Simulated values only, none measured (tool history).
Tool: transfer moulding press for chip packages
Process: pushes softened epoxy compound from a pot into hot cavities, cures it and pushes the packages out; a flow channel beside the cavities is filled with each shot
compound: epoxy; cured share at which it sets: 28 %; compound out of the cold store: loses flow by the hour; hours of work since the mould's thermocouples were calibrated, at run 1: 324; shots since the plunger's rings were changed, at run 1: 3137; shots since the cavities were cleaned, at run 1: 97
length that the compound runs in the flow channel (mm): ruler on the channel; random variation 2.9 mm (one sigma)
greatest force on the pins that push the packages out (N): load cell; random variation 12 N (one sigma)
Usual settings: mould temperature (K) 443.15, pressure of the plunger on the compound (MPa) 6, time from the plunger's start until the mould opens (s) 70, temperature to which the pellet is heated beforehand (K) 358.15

| run | hour | mould temperature (K) | pressure of the plunger on the compound (MPa) | time from the plunger's start until the mould opens (s) | temperature to which the pellet is heated beforehand (K) | hours of work since the mould's thermocouples were calibrated | shots since the plunger's rings were changed | shots since the cavities were cleaned | incoming compound's hours out of the cold store | length that the compound runs in the flow channel (mm) | greatest force on the pins that push the packages out (N) |
|---|---|---|---|---|---|---|---|---|---|---|---|
| 1 | 0 | 443.15 | 6 | 70 | 358.15 | 324 | 3137 | 97 | 42.4 | 820 | 653 |
| 2 | 8.8 | 436.15 | 6 | 70 | 358.15 | 331 | 3279 | 239 | 29.2 | 886 | 1149 |
| 3 | 15.3 | 443.15 | 6 | 70 | 354.15 | 336 | 3384 | 344 | 22.5 | 884 | 775 |
|  | 26 | cavities cleaned with cleaning compound and waxed |
| 4 | 26.3 | 443.15 | 6 | 70 | 354.15 | 343 | 3536 | 5 | 10.8 | 923 | 595 |
|  | 31.5 | plunger's sealing rings changed |
| 5 | 38.8 | 443.15 | 6 | 70 | 354.15 | 350 | 118 | 167 | 39.8 | 862 | 697 |
| 6 | 50.5 | 443.15 | 6 | 59 | 358.15 | 359 | 305 | 354 | 8.6 | 965 | 1151 |
|  | 60.8 | cavities cleaned with cleaning compound and waxed |
| 7 | 60.8 | 443.15 | 6 | 70 | 349.15 | 366 | 446 | 0 | 42.5 | 853 | 592 |
| 8 | 66.9 | 443.15 | 6 | 70 | 349.15 | 371 | 545 | 99 | 29.3 | 890 | 653 |
| 9 | 77 | 443.15 | 6 | 70 | 349.15 | 378 | 708 | 262 | 10.9 | 957 | 752 |
| 10 | 90.6 | 443.15 | 6 | 70 | 365.15 | 389 | 927 | 481 | 15.7 | 935 | 809 |
|  | 92.7 | cavities cleaned with cleaning compound and waxed |
| 11 | 103.5 | 443.15 | 6 | 70 | 365.15 | 397 | 1110 | 174 | 14.1 | 932 | 661 |
|  | 106.3 | mould's thermocouples calibrated |
| 12 | 116.3 | 443.15 | 6 | 70 | 358.15 | 8 | 1283 | 347 | 31.9 | 874 | 752 |
|  | 127 | cavities cleaned with cleaning compound and waxed |
| 13 | 127 | 443.15 | 6 | 70 | 350.15 | 15 | 1432 | 0 | 14.3 | 938 | 581 |
| 14 | 135.2 | 443.15 | 6 | 70 | 356.15 | 21 | 1563 | 131 | 47.5 | 821 | 641 |
| 15 | 142.7 | 443.15 | 6 | 58 | 368.15 | 27 | 1684 | 252 | 22.2 | 901 | 1017 |
| 16 | 149 | 443.15 | 6 | 101 | 368.15 | 31 | 1786 | 354 | 34.1 | 861 | 604 |
|  | 159.3 | cavities cleaned with cleaning compound and waxed |
| 17 | 161.3 | 450.15 | 5.99 | 58 | 353.15 | 40 | 1959 | 32 | 46.1 | 807 | 577 |
|  | 173.6 | mould's thermocouples calibrated, once more |
| 18 | 173.8 | 450.15 | 5.99 | 58 | 353.15 | 0 | 2128 | 201 | 27.4 | 862 | 688 |
| 19 | 184.5 | 450.15 | 5.99 | 58 | 353.15 | 8 | 2300 | 373 | 32.1 | 843 | 767 |
|  | 193.7 | cavities cleaned with cleaning compound and waxed |
| 20 | 194.1 | 450.15 | 5.96 | 55 | 353.15 | 14 | 2430 | 6 | 24.3 | 867 | 640 |
| 21 | 207.5 | 448.15 | 6 | 70 | 352.15 | 25 | 2646 | 222 | 41.8 | 816 | 615 |
| 22 | 213.7 | 449.15 | 4.65 | 70 | 352.15 | 29 | 2746 | 322 | 40.3 | 724 | 622 |
| 23 | 222.4 | 441.15 | 4.65 | 70 | 348.15 | 36 | 2886 | 462 | 31.5 | 761 | 901 |
|  | 226.1 | cavities cleaned with cleaning compound and waxed |
| 24 | 230 | 439.15 | 5.04 | 72 | 348.15 | 41 | 2984 | 62 | 20 | 830 | 772 |
| 25 | 243.8 | 439.15 | 5.04 | 75 | 348.15 | 51 | 3206 | 284 | 27.7 | 805 | 867 |
| 26 | 250.6 | 441.15 | 6.83 | 56 | 359.15 | 56 | 3315 | 393 | 46.4 | 868 | 1400 |
|  | 258.2 | cavities cleaned with cleaning compound and waxed |
| 27 | 258.9 | 445.15 | 6 | 98 | 364.15 | 62 | 3425 | 12 | 30.8 | 850 | 463 |
|  | 271 | plunger's sealing rings changed |
| 28 | 272.2 | 445.15 | 6 | 98 | 364.15 | 70 | 19 | 185 | 42.5 | 848 | 512 |

3 ways to go on from here, each from the tool as it stands after run 28. What would each give?
| A | 279.6 | 445.15 | 6 | 98 | 355.15 | 75 | 139 | 305 | 46.5 | ? | ? |
| B | 279.6 | 445.15 | 6.51 | 73 | 364.15 | 75 | 139 | 305 | 45.5 | ? | ? |
| C | 279.6 | 443.15 | 7.43 | 83 | 367.15 | 75 | 139 | 305 | 43.2 | ? | ? |

| run | length that the compound runs in the flow channel (mm) | greatest force on the pins that push the packages out (N) |
|---|---|---|
| A | 840 | 593 |
| B | 869 | 677 |
| C | 945 | 625 |
Without the tool's hidden state the same runs would have given:
| run | length that the compound runs in the flow channel (mm) | greatest force on the pins that push the packages out (N) |
|---|---|---|
| A | 844 | 447 |
| B | 873 | 516 |
| C | 949 | 472 |
